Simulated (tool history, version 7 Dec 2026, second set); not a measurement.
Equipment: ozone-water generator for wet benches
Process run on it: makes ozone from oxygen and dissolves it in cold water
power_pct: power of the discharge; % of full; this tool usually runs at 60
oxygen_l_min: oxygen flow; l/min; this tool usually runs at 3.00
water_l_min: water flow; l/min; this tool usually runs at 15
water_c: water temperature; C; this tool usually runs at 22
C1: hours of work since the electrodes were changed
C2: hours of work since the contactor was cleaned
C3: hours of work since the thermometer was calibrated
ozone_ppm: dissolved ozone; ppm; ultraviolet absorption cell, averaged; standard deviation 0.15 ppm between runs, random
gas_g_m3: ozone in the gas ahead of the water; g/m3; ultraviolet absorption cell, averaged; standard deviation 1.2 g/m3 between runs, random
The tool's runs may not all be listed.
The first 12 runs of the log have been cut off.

Run 13, hour 517.0: usual settings but power_pct 62 % of full, water_l_min 17 l/min; C1 696; C2 4297; C3 4508. Result: ozone_ppm 16.4 ppm, gas_g_m3 223.2 g/m3.
Run 14, hour 544.6: usual settings but power_pct 62 % of full, water_l_min 17 l/min; C1 714; C2 4315; C3 4526. Result: ozone_ppm 16.5 ppm, gas_g_m3 226.3 g/m3.
Run 15, hour 604.8: usual settings but power_pct 62 % of full, water_l_min 17 l/min; C1 754; C2 4356; C3 4566. Result: ozone_ppm 16.6 ppm, gas_g_m3 226.2 g/m3.
Run 16, hour 663.5: usual settings but power_pct 62 % of full, water_l_min 17 l/min; C1 793; C2 4395; C3 4605. Result: ozone_ppm 16.3 ppm, gas_g_m3 226.2 g/m3.
Run 17, hour 706.0: usual settings but power_pct 62 % of full, water_l_min 17 l/min; C1 822; C2 4423; C3 4634. Result: ozone_ppm 16.5 ppm, gas_g_m3 225.9 g/m3.
Run 18, hour 762.1: usual settings but power_pct 62 % of full, water_l_min 17 l/min; C1 859; C2 4460; C3 4671. Result: ozone_ppm 16.5 ppm, gas_g_m3 225.2 g/m3.
Run 19, hour 799.9: usual settings but power_pct 62 % of full, water_l_min 17 l/min; C1 884; C2 4486; C3 4696. Result: ozone_ppm 16.2 ppm, gas_g_m3 223.3 g/m3.
At hour 805.9: water thermometer calibrated.
Run 20, hour 854.4: usual settings but power_pct 62 % of full, water_l_min 17 l/min; C1 920; C2 4522; C3 32. Result: ozone_ppm 16.3 ppm, gas_g_m3 225.1 g/m3.
Run 21, hour 916.9: usual settings; C1 962; C2 4563; C3 74. Result: ozone_ppm 18.0 ppm, gas_g_m3 219.9 g/m3.
At hour 938.8: water thermometer calibrated, once more.
Run 22, hour 977.8: usual settings but power_pct 58 % of full, oxygen_l_min 4.26 l/min, water_l_min 16 l/min, water_c 24 C; C1 1002; C2 4604; C3 26. Result: ozone_ppm 15.5 ppm, gas_g_m3 170.2 g/m3.
Run 23, hour 1040.5: usual settings but power_pct 80 % of full, oxygen_l_min 4.26 l/min, water_l_min 18 l/min, water_c 17 C; C1 1044; C2 4645; C3 68. Result: ozone_ppm 18.3 ppm, gas_g_m3 201.7 g/m3.
Run 24, hour 1098.2: usual settings but power_pct 80 % of full, oxygen_l_min 4.26 l/min, water_l_min 9 l/min, water_c 17 C; C1 1083; C2 4684; C3 106. Result: ozone_ppm 31.5 ppm, gas_g_m3 201.4 g/m3.
Run 25, hour 1146.6: usual settings but power_pct 88 % of full, oxygen_l_min 2.48 l/min, water_l_min 13 l/min, water_c 17 C; C1 1115; C2 4716; C3 139. Result: ozone_ppm 27.1 ppm, gas_g_m3 302.4 g/m3.
Run 26, hour 1196.6: usual settings but power_pct 88 % of full, oxygen_l_min 2.48 l/min, water_l_min 13 l/min, water_c 17 C; C1 1148; C2 4750; C3 172. Result: ozone_ppm 26.7 ppm, gas_g_m3 301.8 g/m3.
Run 27, hour 1226.1: usual settings but power_pct 69 % of full, oxygen_l_min 2.25 l/min, water_l_min 17 l/min, water_c 17 C; C1 1168; C2 4769; C3 192. Result: ozone_ppm 18.3 ppm, gas_g_m3 286.2 g/m3.
Run 28, hour 1281.9: usual settings but power_pct 47 % of full; C1 1205; C2 4806; C3 229. Result: ozone_ppm 15.6 ppm, gas_g_m3 194.3 g/m3.
Run 29, hour 1324.7: usual settings but power_pct 62 % of full, water_c 16 C; C1 1234; C2 4835; C3 257. Result: ozone_ppm 19.5 ppm, gas_g_m3 222.4 g/m3.
Run 30, hour 1372.3: usual settings but power_pct 49 % of full, oxygen_l_min 2.82 l/min, water_l_min 10 l/min, water_c 15 C; C1 1265; C2 4867; C3 289. Result: ozone_ppm 24.9 ppm, gas_g_m3 205.4 g/m3.
Run 31, hour 1414.4: usual settings but power_pct 79 % of full, oxygen_l_min 2.82 l/min, water_l_min 22 l/min, water_c 15 C; C1 1293; C2 4895; C3 317. Result: ozone_ppm 15.1 ppm, gas_g_m3 261.8 g/m3.
Run 32, hour 1468.9: usual settings but power_pct 77 % of full, oxygen_l_min 3.24 l/min, water_l_min 11 l/min, water_c 19 C; C1 1330; C2 4931; C3 353. Result: ozone_ppm 27.1 ppm, gas_g_m3 235.5 g/m3.
Run 33, hour 1511.6: usual settings but water_l_min 11 l/min, water_c 19 C; C1 1358; C2 4960; C3 382. Result: ozone_ppm 24.1 ppm, gas_g_m3 219.3 g/m3.

Alternative continuations, all from the tool just after run 33; predict every row:
Run A, hour 1553.9: usual settings but oxygen_l_min 2.44 l/min, water_l_min 11 l/min, water_c 30 C; C1 1386; C2 4988; C3 410. Result: ozone_ppm ?, gas_g_m3 ?.
Run B, hour 1553.9: usual settings but water_c 19 C; C1 1386; C2 4988; C3 410. Result: ozone_ppm ?, gas_g_m3 ?.
Run C, hour 1553.9: usual settings but power_pct 80 % of full, water_l_min 11 l/min; C1 1386; C2 4988; C3 410. Result: ozone_ppm ?, gas_g_m3 ?.
Run D, hour 1553.9: usual settings but water_l_min 14 l/min, water_c 27 C; C1 1386; C2 4988; C3 410. Result: ozone_ppm ?, gas_g_m3 ?.

run  ozone_ppm  gas_g_m3
  A       21.2     252.4
  B       18.4     219.8
  C       26.7     250.8
  D       17.5     219.6
The same runs, with their run-to-run variation unchanged, on a tool lacking any hidden condition would have given:
run  ozone_ppm  gas_g_m3
  A       23.2     260.0
  B       20.4     226.5
  C       29.3     259.7
  D       19.3     226.3
